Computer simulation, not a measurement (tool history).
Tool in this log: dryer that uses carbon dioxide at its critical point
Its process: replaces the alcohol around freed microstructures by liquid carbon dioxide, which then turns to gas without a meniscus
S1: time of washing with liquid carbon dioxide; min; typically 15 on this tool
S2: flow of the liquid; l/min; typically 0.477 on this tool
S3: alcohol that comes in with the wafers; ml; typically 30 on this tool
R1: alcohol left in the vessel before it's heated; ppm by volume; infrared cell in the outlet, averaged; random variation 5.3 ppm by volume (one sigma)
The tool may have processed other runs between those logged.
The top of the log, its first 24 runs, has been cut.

run	hour	S1	S2	S3	R1
25	211.3	12	0.477	37	715
26	219.3	12	0.328	30	2156
27	229.6	12	0.328	118	8212
28	239.9	9	0.613	70	1491
29	247.2	9	0.613	70	1520
30	259.4	9	0.613	70	1521
31	271.1	9	0.613	70	1490
32	277.7	23	0.492	69	47

Branching from run 32: 5 alternative next runs. What would each branch give?
A	284.1	23	0.492	45	?
B	284.1	14	0.477	84	?
C	284.1	15	0.338	69	?
D	284.1	9	0.477	28	?
E	284.1	15	0.559	94	?

run	R1
A	44
B	874
C	2330
D	1530
E	307
Had the tool no hidden state, the same runs would have come out as:
run	R1
A	10
B	478
C	1508
D	1044
E	140
